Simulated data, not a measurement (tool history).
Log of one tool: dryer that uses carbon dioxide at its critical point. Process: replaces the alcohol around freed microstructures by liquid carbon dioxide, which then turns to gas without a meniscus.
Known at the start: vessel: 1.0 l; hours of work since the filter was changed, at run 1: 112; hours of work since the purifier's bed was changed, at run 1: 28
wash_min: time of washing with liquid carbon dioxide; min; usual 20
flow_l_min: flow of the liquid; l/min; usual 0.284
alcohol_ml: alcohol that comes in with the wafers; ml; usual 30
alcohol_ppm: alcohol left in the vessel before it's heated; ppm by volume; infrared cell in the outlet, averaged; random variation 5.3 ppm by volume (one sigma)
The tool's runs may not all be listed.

| run | hour | wash_min | flow_l_min | alcohol_ml | hours of work since the filter was changed | hours of work since the purifier's bed was changed | alcohol_ppm |
|---|---|---|---|---|---|---|---|
| 1 | 0.0 | 20 | 0.284 | 30 | 112 | 28 | 128 |
| 2 | 7.1 | 20 | 0.284 | 70 | 117 | 33 | 310 |
| 3 | 12.9 | 20 | 0.284 | 30 | 121 | 37 | 126 |
| 4 | 17.7 | 20 | 0.284 | 30 | 124 | 40 | 139 |
| 5 | 25.4 | 29 | 0.284 | 30 | 130 | 45 | 18 |
| 6 | 31.7 | 20 | 0.464 | 30 | 134 | 49 | 20 |
| 7 | 40.5 | 20 | 0.464 | 30 | 140 | 55 | 14 |
| 8 | 45.1 | 20 | 0.284 | 100 | 143 | 58 | 446 |
| 9 | 53.3 | 20 | 0.284 | 100 | 149 | 64 | 447 |
| 10 | 64.7 | 20 | 0.284 | 100 | 156 | 72 | 437 |
| 11 | 70.1 | 12 | 0.413 | 29 | 160 | 75 | 284 |
| 12 | 78.3 | 20 | 0.260 | 21 | 166 | 81 | 175 |
| 13 | 87.3 | 20 | 0.284 | 65 | 172 | 87 | 309 |
| 14 | 97.5 | 20 | 0.284 | 65 | 179 | 94 | 295 |
| 15 | 105.1 | 20 | 0.188 | 22 | 184 | 99 | 613 |
| 16 | 114.1 | 29 | 0.218 | 30 | 190 | 105 | 98 |
| 17 | 121.9 | 29 | 0.218 | 30 | 195 | 110 | 97 |

The same runs without the tool's hidden state, with the same run-to-run variation:
The hidden state here: flow that reaches the vessel past the clogged filter, %; alcohol in the recycled carbon dioxide, ppm; drift of the gauge itself on alcohol_ppm, %.
| run | alcohol_ppm |
|---|---|
| 1 | 113 |
| 2 | 280 |
| 3 | 109 |
| 4 | 121 |
| 5 | 7 |
| 6 | 9 |
| 7 | 3 |
| 8 | 394 |
| 9 | 392 |
| 10 | 380 |
| 11 | 245 |
| 12 | 145 |
| 13 | 260 |
| 14 | 244 |
| 15 | 545 |
| 16 | 68 |
| 17 | 65 |

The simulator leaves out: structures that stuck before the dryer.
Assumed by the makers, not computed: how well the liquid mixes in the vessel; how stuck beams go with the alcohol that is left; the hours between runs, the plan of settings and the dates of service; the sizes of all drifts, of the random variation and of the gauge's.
